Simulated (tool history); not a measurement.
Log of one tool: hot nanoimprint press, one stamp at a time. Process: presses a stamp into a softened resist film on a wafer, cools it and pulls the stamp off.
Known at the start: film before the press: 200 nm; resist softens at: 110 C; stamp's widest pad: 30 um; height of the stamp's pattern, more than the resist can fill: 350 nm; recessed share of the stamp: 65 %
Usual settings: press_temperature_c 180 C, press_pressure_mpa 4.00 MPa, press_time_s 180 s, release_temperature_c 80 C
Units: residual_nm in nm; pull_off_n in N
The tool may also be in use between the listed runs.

run,hour,press_temperature_c,press_pressure_mpa,press_time_s,release_temperature_c,residual_nm,pull_off_n
1,0.0,180,4.00,180,80,74.8,148
2,22.4,180,4.00,157,80,79.2,148
# hour 26.9: plate thermocouple calibrated
3,58.1,180,4.00,168,80,76.6,156
4,82.5,180,4.00,180,80,73.9,152
5,111.0,180,4.00,180,80,72.9,154
6,128.9,180,4.00,180,80,73.8,152
7,146.7,180,4.00,180,80,74.6,153
8,182.6,180,4.00,180,80,74.5,152
9,211.7,180,4.00,180,69,73.9,168
10,226.2,184,4.00,180,80,65.9,152
11,242.3,184,4.00,180,80,65.2,158
12,274.0,184,4.00,180,80,64.4,161
13,298.6,180,4.00,180,80,73.5,158
14,314.7,180,4.00,180,80,74.8,158
15,345.4,180,4.00,173,80,76.5,167
16,377.4,180,4.96,112,68,82.3,188
17,411.4,176,4.00,271,73,72.3,179
18,433.6,180,4.00,183,79,75.4,173
19,454.0,180,6.08,180,84,61.8,156
# hour 461.5: stamp cleaned and given a new release coat
20,487.9,177,3.01,180,80,94.4,121
21,505.9,181,3.63,145,80,82.5,122
22,532.7,181,3.63,145,80,83.8,123
23,558.4,180,4.00,135,88,85.7,110
24,583.0,183,2.40,279,76,72.2,133
# hour 617.1: plate thermocouple calibrated
25,621.4,182,2.40,287,83,71.5,119
26,643.9,182,2.40,287,83,72.1,119
27,659.6,176,2.40,148,83,112.0,118
28,682.7,182,4.12,148,67,73.4,146
29,718.3,180,4.00,104,67,92.9,149

Forecast each of these 4 alternatives for the next run:
A,738.3,172,4.45,180,69,?,?
B,738.3,180,4.00,126,69,?,?
C,738.3,180,4.00,104,82,?,?
D,738.3,180,4.29,180,80,?,?

run,residual_nm,pull_off_n
A,94.2,144
B,86.0,145
C,94.1,124
D,72.7,128
Without the tool's hidden state the same runs would have given:
run,residual_nm,pull_off_n
A,91.4,131
B,83.6,132
C,91.6,113
D,70.5,117

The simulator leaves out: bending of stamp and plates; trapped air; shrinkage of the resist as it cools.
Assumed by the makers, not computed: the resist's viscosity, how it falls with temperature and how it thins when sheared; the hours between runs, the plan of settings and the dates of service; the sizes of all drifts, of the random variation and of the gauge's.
